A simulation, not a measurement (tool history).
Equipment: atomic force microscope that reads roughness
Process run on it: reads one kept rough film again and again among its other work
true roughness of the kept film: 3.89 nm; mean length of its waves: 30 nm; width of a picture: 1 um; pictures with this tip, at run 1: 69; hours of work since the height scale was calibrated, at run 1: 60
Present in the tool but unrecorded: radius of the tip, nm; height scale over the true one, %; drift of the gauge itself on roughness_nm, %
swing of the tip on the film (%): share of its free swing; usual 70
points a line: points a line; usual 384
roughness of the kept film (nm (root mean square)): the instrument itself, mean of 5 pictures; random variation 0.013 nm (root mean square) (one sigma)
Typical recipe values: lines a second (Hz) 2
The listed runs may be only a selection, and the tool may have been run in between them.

run   hour  lines a second (Hz)  swing of the tip on the film (%)  points a line  pictures with this tip  hours of work since the height scale was calibrated  roughness of the kept film (nm (root mean square))
  1      0                    2                                70            384                      69                                                   60                                               3.036
  2    7.8                    2                                70            384                      77                                                   63                                               3.042
  3   24.4                    2                                70            384                      92                                                   70                                               3.045
  4   33.1                    2                                70            384                     101                                                   74                                               2.999
  5   41.8                    2                                70            412                     109                                                   78                                               3.011
  6   53.1                    2                                70            384                     119                                                   82                                               2.976
  7   60.7                    2                                70            810                     127                                                   86                                               2.998
  8   68.3                 2.64                                59            386                     134                                                   89                                               3.085
  9   83.2                 2.64                                67            386                     148                                                   95                                               2.911
 10   95.1                 1.11                                57            440                     159                                                  100                                               3.242
 11  109.4                 1.11                                57            440                     173                                                  106                                               3.185
 12  116.5                  1.6                                62            356                     179                                                  109                                               3.071

Below are 4 alternative next runs, each starting from the tool's condition after run 12. Predict each:
  A  128.2                    2                                81            384                     190                                                  114                                                   ?
  B  128.2                    2                                79            398                     190                                                  114                                                   ?
  C  128.2                  3.9                                62            396                     190                                                  114                                                   ?
  D  128.2                 1.22                                64            741                     190                                                  114                                                   ?

run  roughness of the kept film (nm (root mean square))
  A                                               2.674
  B                                               2.699
  C                                               2.825
  D                                               3.133
What these runs would have given with no unlogged condition in the tool:
run  roughness of the kept film (nm (root mean square))
  A                                                 2.9
  B                                               2.928
  C                                               3.063
  D                                               3.397
